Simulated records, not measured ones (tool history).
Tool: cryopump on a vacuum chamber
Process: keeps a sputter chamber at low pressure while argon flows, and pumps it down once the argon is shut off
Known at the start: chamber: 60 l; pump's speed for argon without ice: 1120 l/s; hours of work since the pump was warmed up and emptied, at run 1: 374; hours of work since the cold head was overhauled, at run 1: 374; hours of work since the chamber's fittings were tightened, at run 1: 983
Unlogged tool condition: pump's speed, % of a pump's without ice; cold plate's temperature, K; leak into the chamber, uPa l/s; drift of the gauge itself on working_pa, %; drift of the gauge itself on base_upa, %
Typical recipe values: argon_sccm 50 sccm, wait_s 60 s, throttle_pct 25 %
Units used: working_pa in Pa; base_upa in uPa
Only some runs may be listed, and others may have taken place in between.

run,hour,argon_sccm,wait_s,throttle_pct,hours of work since the pump was warmed up and emptied,hours of work since the cold head was overhauled,hours of work since the chamber's fittings were tightened,working_pa,base_upa
1,0.0,50,60,25,374,374,983,0.3219,2.41
2,15.0,50,60,25,385,385,994,0.3233,2.44
3,24.8,50,111,25,393,393,1001,0.3271,1.80
4,32.2,50,79,25,398,398,1007,0.3234,2.15
5,46.0,50,79,25,409,409,1018,0.3267,2.17
6,60.3,71,60,25,420,420,1028,0.4650,2.46
7,68.2,71,60,25,426,426,1034,0.4692,2.43
8,82.9,71,60,25,437,437,1046,0.4661,2.50
9,96.2,71,60,25,447,447,1056,0.4688,2.56
10,110.2,71,60,25,458,458,1066,0.4695,2.57
11,124.3,45,60,25,468,468,1077,0.2992,2.52
12,132.2,46,60,25,474,474,1083,0.3046,2.61
13,146.7,46,60,25,485,485,1094,0.3068,2.59
14,154.5,21,154,29,491,491,1100,0.1224,1.84
15,166.5,21,154,29,500,500,1109,0.1233,1.89
16,177.7,50,60,17,509,509,1118,0.4720,2.66
17,190.8,50,60,17,519,519,1127,0.4825,2.67
18,205.4,50,112,27,530,530,1139,0.3161,2.12
19,216.2,50,292,17,538,538,1147,0.4828,1.77
20,225.7,22,60,25,545,545,1154,0.1503,2.70
# hour 234.0: pump warmed up, emptied and cooled again
21,238.5,33,90,39,3,551,1160,0.1282,1.87
22,253.1,33,90,39,14,562,1171,0.1290,1.89
23,265.3,24,60,51,24,572,1180,0.0715,2.25
24,279.7,37,29,43,35,583,1191,0.1300,3.51
25,292.3,63,52,33,44,592,1201,0.2906,2.50
26,300.9,77,53,22,51,599,1207,0.5329,2.44

Run by run, hidden condition taken away, random variation retained:
run,working_pa,base_upa
1,0.3000,1.49
2,0.3005,1.52
3,0.3034,0.89
4,0.2996,1.19
5,0.3019,1.20
6,0.4286,1.46
7,0.4319,1.45
8,0.4278,1.49
9,0.4291,1.51
10,0.4285,1.50
11,0.2722,1.44
12,0.2767,1.52
13,0.2778,1.47
14,0.1090,0.73
15,0.1095,0.75
16,0.4387,1.49
17,0.4475,1.47
18,0.2804,0.92
19,0.4461,0.56
20,0.1337,1.48
21,0.1275,1.09
22,0.1279,1.11
23,0.0706,1.46
24,0.1281,2.71
25,0.2868,1.68
26,0.5277,1.63
